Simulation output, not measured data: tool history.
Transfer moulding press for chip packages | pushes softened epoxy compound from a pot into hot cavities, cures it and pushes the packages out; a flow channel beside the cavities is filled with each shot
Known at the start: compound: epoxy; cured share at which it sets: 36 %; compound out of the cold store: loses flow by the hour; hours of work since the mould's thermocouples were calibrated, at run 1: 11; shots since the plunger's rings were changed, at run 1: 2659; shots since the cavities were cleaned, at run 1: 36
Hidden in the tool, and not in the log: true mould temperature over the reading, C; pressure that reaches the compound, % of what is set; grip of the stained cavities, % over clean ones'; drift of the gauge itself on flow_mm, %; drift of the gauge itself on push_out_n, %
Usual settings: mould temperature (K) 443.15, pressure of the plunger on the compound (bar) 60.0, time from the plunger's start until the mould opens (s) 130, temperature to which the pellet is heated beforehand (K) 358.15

run   hour  mould temperature (K)  pressure of the plunger on the compound (bar)  time from the plunger's start until the mould opens (s)  temperature to which the pellet is heated beforehand (K)  hours of work since the mould's thermocouples were calibrated  shots since the plunger's rings were changed  shots since the cavities were cleaned  incoming compound's hours out of the cold store  length that the compound runs in the flow channel (mm)  greatest force on the pins that push the packages out (N)
  1    0.0                 443.15                                           60.0                                                      130                                                    358.15                                                             11                                          2659                                     36                                             17.9                                                     744                                                        531
  2    8.6                 443.15                                           60.0                                                      130                                                    358.15                                                             16                                          2724                                    101                                             28.9                                                     709                                                        518
  3   17.3                 443.15                                           60.0                                                      130                                                    358.15                                                             20                                          2788                                    165                                             23.2                                                     722                                                        533
  4   21.4                 443.15                                           60.0                                                      130                                                    358.15                                                             22                                          2819                                    196                                             31.1                                                     697                                                        528
  5   29.0                 443.15                                           60.0                                                      130                                                    358.15                                                             26                                          2876                                    253                                             19.6                                                     734                                                        549
  6   37.7                 443.15                                           60.0                                                      130                                                    358.15                                                             30                                          2941                                    318                                             25.1                                                     718                                                        538
  7   47.4                 443.15                                           60.0                                                      130                                                    358.15                                                             35                                          3013                                    390                                             41.2                                                     665                                                        530
  8   54.2                 443.15                                           60.0                                                      130                                                    358.15                                                             38                                          3064                                    441                                             34.0                                                     690                                                        485
  9   61.5                 443.15                                           60.0                                                      130                                                    358.15                                                             42                                          3119                                    496                                             35.1                                                     686                                                        538
 10   67.3                 443.15                                           60.0                                                      130                                                    358.15                                                             44                                          3162                                    539                                             40.1                                                     670                                                        529
 11   75.4                 443.15                                           60.0                                                      130                                                    358.15                                                             48                                          3222                                    599                                             17.7                                                     744                                                        532
 12   84.9                 443.15                                           58.1                                                      130                                                    358.15                                                             53                                          3293                                    670                                             21.5                                                     718                                                        536
      93.9  -- plunger's sealing rings changed
 13   96.5                 443.15                                           58.1                                                      130                                                    358.15                                                             58                                            20                                    739                                             44.0                                                     647                                                        518
 14  102.3                 443.15                                           58.1                                                      130                                                    358.15                                                             60                                            63                                    782                                             17.7                                                     734                                                        551
 15  111.5                 443.15                                           58.1                                                      130                                                    358.15                                                             65                                           132                                    851                                             29.4                                                     690                                                        539
 16  118.5                 443.15                                           58.1                                                      130                                                    358.15                                                             68                                           184                                    903                                             40.0                                                     664                                                        508
 17  127.0                 443.15                                           58.1                                                      130                                                    358.15                                                             73                                           247                                    966                                             13.3                                                     749                                                        560
 18  136.8                 443.15                                           58.1                                                      124                                                    361.15                                                             77                                           320                                   1039                                             22.0                                                     716                                                        561
 19  143.0                 443.15                                           58.1                                                      124                                                    367.15                                                             80                                           367                                   1086                                             42.7                                                     649                                                        536
     148.8  -- cavities cleaned with cleaning compound and waxed
 20  149.3                 441.15                                           64.7                                                      114                                                    362.15                                                             83                                           403                                      4                                             27.2                                                     747                                                        750
 21  159.1                 441.15                                           64.7                                                      114                                                    362.15                                                             88                                           476                                     77                                             21.0                                                     770                                                        813
 22  165.4                 441.15                                           74.0                                                      138                                                    362.15                                                             91                                           523                                    124                                             43.8                                                     742                                                        506
 23  171.2                 445.15                                           60.0                                                      164                                                    349.15                                                             94                                           566                                    167                                             17.1                                                     739                                                        432
 24  175.2                 445.15                                           60.0                                                      164                                                    349.15                                                             96                                           596                                    197                                             45.8                                                     648                                                        422
 25  179.7                 445.15                                           60.0                                                      164                                                    349.15                                                             98                                           630                                    231                                             37.7                                                     674                                                        430
 26  188.5                 443.15                                           63.9                                                      160                                                    358.15                                                            102                                           695                                    296                                             36.3                                                     710                                                        452
 27  193.4                 443.15                                           74.7                                                      125                                                    358.15                                                            105                                           732                                    333                                             24.7                                                     805                                                        579
 28  202.3                 443.15                                           50.9                                                      121                                                    360.15                                                            109                                           799                                    400                                             30.8                                                     645                                                        583

4 ways to go on from here, each from the tool as it stands after run 28. What would each give?
  A  208.9                 443.15                                           60.0                                                      143                                                    352.15                                                            112                                           848                                    449                                             44.0                                                       ?                                                          ?
  B  208.9                 443.15                                           61.3                                                      131                                                    360.15                                                            112                                           848                                    449                                             25.1                                                       ?                                                          ?
  C  208.9                 443.15                                           68.4                                                      130                                                    351.15                                                            112                                           848                                    449                                             18.6                                                       ?                                                          ?
  D  208.9                 441.15                                           50.9                                                      167                                                    361.15                                                            112                                           848                                    449                                             33.0                                                       ?                                                          ?

run  length that the compound runs in the flow channel (mm)  greatest force on the pins that push the packages out (N)
  A                                                     659                                                        466
  B                                                     725                                                        514
  C                                                     787                                                        543
  D                                                     648                                                        462
Without the tool's hidden state the same runs would have given:
run  length that the compound runs in the flow channel (mm)  greatest force on the pins that push the packages out (N)
  A                                                     659                                                        462
  B                                                     726                                                        509
  C                                                     787                                                        538
  D                                                     648                                                        457

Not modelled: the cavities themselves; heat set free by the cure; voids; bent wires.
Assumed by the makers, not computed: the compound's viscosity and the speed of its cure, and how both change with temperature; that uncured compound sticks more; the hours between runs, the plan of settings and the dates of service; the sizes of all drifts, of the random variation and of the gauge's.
